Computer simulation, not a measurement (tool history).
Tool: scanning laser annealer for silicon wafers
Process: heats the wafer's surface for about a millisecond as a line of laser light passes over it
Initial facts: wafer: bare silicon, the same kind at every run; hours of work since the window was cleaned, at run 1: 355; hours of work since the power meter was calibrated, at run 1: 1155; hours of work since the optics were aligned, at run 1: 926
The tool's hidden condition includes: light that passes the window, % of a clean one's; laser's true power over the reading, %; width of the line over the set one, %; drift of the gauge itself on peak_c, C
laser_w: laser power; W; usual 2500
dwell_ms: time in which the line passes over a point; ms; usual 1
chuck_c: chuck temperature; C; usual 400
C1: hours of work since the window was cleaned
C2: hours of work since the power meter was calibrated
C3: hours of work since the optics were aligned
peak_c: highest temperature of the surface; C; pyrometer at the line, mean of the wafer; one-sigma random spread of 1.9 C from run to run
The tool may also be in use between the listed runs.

run 1 hour=0 | laser_w=2500 dwell_ms=1 chuck_c=400 | C1=355 C2=1155 C3=926 | peak_c=1078
run 2 hour=34.7 | laser_w=2644 dwell_ms=1 chuck_c=400 | C1=382 C2=1183 C3=953 | peak_c=1119
run 3 hour=61.4 | laser_w=2500 dwell_ms=1 chuck_c=400 | C1=404 C2=1204 C3=975 | peak_c=1075
run 4 hour=91 | laser_w=2500 dwell_ms=1 chuck_c=400 | C1=427 C2=1228 C3=998 | peak_c=1076
-- hour=108.6 window over the wafer cleaned
run 5 hour=108.6 | laser_w=2500 dwell_ms=1 chuck_c=400 | C1=0 C2=1240 C3=1010 | peak_c=1111
run 6 hour=137.8 | laser_w=2462 dwell_ms=0.95 chuck_c=364 | C1=23 C2=1263 C3=1034 | peak_c=1041
run 7 hour=157.6 | laser_w=2411 dwell_ms=0.95 chuck_c=364 | C1=39 C2=1279 C3=1050 | peak_c=1022
-- hour=162.3 laser's power meter calibrated
run 8 hour=189.7 | laser_w=2261 dwell_ms=1.11 chuck_c=400 | C1=62 C2=22 C3=1073 | peak_c=1073
run 9 hour=214.2 | laser_w=2156 dwell_ms=0.92 chuck_c=379 | C1=82 C2=41 C3=1092 | peak_c=955
run 10 hour=248.8 | laser_w=2602 dwell_ms=0.71 chuck_c=363 | C1=109 C2=69 C3=1120 | peak_c=961

3 options for the next run, each taken on its own from the tool as it stands now. Forecast them:
run A hour=279.9 | laser_w=2427 dwell_ms=0.78 chuck_c=400 | C1=134 C2=94 C3=1145 | peak_c=?
run B hour=279.9 | laser_w=2500 dwell_ms=0.8 chuck_c=400 | C1=134 C2=94 C3=1145 | peak_c=?
run C hour=279.9 | laser_w=2602 dwell_ms=0.87 chuck_c=363 | C1=134 C2=94 C3=1145 | peak_c=?

run=A peak_c=986
run=B peak_c=1016
run=C peak_c=1041
Without the tool's hidden state the same runs would have given:
run=A peak_c=993
run=B peak_c=1023
run=C peak_c=1049
